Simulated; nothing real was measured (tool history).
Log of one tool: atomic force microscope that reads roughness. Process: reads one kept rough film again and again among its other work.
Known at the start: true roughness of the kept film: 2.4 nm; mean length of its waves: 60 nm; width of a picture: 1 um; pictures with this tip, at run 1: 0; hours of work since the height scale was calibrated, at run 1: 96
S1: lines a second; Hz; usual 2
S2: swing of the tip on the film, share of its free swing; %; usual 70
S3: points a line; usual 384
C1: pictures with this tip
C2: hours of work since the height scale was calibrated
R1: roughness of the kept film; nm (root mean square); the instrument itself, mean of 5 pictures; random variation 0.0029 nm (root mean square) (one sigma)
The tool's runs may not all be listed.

run 1 day=0 | S1=2 S2=70 S3=384 | C1=0 C2=96 | R1=2.09
run 2 day=0.329 | S1=2 S2=70 S3=713 | C1=17 C2=101 | R1=2.092
run 3 day=0.712 | S1=0.71 S2=70 S3=713 | C1=38 C2=108 | R1=2.261
run 4 day=1.067 | S1=2 S2=70 S3=384 | C1=57 C2=114 | R1=2.086
run 5 day=1.321 | S1=3.91 S2=70 S3=384 | C1=70 C2=118 | R1=1.875
run 6 day=1.658 | S1=3.91 S2=70 S3=384 | C1=88 C2=124 | R1=1.868
run 7 day=1.904 | S1=0.5 S2=70 S3=384 | C1=101 C2=128 | R1=2.289
run 8 day=2.117 | S1=0.5 S2=70 S3=384 | C1=113 C2=131 | R1=2.282
run 9 day=2.429 | S1=2 S2=70 S3=384 | C1=129 C2=136 | R1=2.076
run 10 day=2.717 | S1=2 S2=70 S3=384 | C1=145 C2=141 | R1=2.082
run 11 day=3.008 | S1=2 S2=70 S3=384 | C1=160 C2=146 | R1=2.072
run 12 day=3.275 | S1=2 S2=70 S3=384 | C1=175 C2=150 | R1=2.077
run 13 day=3.667 | S1=3.67 S2=70 S3=384 | C1=196 C2=157 | R1=1.886
run 14 day=3.904 | S1=1.5 S2=70 S3=384 | C1=208 C2=161 | R1=2.138
run 15 day=4.329 | S1=1.5 S2=70 S3=384 | C1=231 C2=168 | R1=2.13
run 16 day=4.792 | S1=2 S2=70 S3=347 | C1=256 C2=176 | R1=2.062
run 17 day=5.1 | S1=2 S2=70 S3=347 | C1=272 C2=181 | R1=2.069
run 18 day=5.4 | S1=2 S2=70 S3=347 | C1=288 C2=186 | R1=2.063
run 19 day=5.625 | S1=2 S2=64 S3=384 | C1=300 C2=190 | R1=2.139
run 20 day=5.962 | S1=2 S2=57 S3=384 | C1=318 C2=195 | R1=2.204
-- day=6.383 new tip fitted
run 21 day=6.383 | S1=2 S2=57 S3=384 | C1=0 C2=202 | R1=2.246
run 22 day=6.725 | S1=2 S2=57 S3=384 | C1=18 C2=207 | R1=2.242
run 23 day=7.167 | S1=2 S2=57 S3=384 | C1=42 C2=215 | R1=2.241
run 24 day=7.379 | S1=2 S2=64 S3=402 | C1=53 C2=218 | R1=2.165
run 25 day=7.762 | S1=1.39 S2=85 S3=764 | C1=73 C2=225 | R1=1.972
run 26 day=8.212 | S1=2.3 S2=88 S3=1015 | C1=97 C2=232 | R1=1.717
run 27 day=8.679 | S1=2 S2=69 S3=744 | C1=122 C2=240 | R1=2.103
run 28 day=8.971 | S1=2 S2=69 S3=744 | C1=138 C2=245 | R1=2.099
run 29 day=9.288 | S1=2 S2=69 S3=744 | C1=155 C2=250 | R1=2.098
run 30 day=9.525 | S1=1.18 S2=78 S3=858 | C1=168 C2=254 | R1=2.106
run 31 day=9.829 | S1=2.71 S2=70 S3=384 | C1=184 C2=259 | R1=1.993
run 32 day=10.333 | S1=2.71 S2=70 S3=384 | C1=211 C2=268 | R1=1.99
run 33 day=10.621 | S1=2.71 S2=70 S3=384 | C1=226 C2=272 | R1=1.987
run 34 day=10.858 | S1=2.71 S2=70 S3=384 | C1=239 C2=276 | R1=1.993
run 35 day=11.258 | S1=1.25 S2=70 S3=392 | C1=260 C2=283 | R1=2.164
run 36 day=11.525 | S1=1.84 S2=84 S3=318 | C1=275 C2=287 | R1=1.863
run 37 day=12.017 | S1=2.9 S2=66 S3=318 | C1=301 C2=296 | R1=2.025
run 38 day=12.517 | S1=2.9 S2=66 S3=318 | C1=328 C2=304 | R1=2.024
-- day=12.775 new tip fitted
run 39 day=12.942 | S1=2.9 S2=66 S3=318 | C1=9 C2=311 | R1=2.06
run 40 day=13.346 | S1=2.56 S2=76 S3=293 | C1=31 C2=317 | R1=1.918
run 41 day=13.579 | S1=2 S2=64 S3=450 | C1=43 C2=321 | R1=2.176
run 42 day=13.938 | S1=2 S2=64 S3=450 | C1=62 C2=327 | R1=2.174
run 43 day=14.246 | S1=1.08 S2=70 S3=384 | C1=79 C2=332 | R1=2.206
run 44 day=14.708 | S1=2 S2=68 S3=911 | C1=104 C2=340 | R1=2.127
run 45 day=15.079 | S1=3.62 S2=70 S3=425 | C1=124 C2=346 | R1=1.906
run 46 day=15.342 | S1=3.62 S2=70 S3=425 | C1=137 C2=350 | R1=1.903

Forecast each of these 3 alternatives for the next run:
run A day=15.783 | S1=0.56 S2=74 S3=641 | C1=161 C2=358 | R1=?
run B day=15.783 | S1=1.47 S2=70 S3=425 | C1=161 C2=358 | R1=?
run C day=15.783 | S1=2 S2=67 S3=653 | C1=161 C2=358 | R1=?

run=A R1=2.26
run=B R1=2.149
run=C R1=2.125
Without the tool's hidden state the same runs would have given:
run=A R1=2.262
run=B R1=2.151
run=C R1=2.127
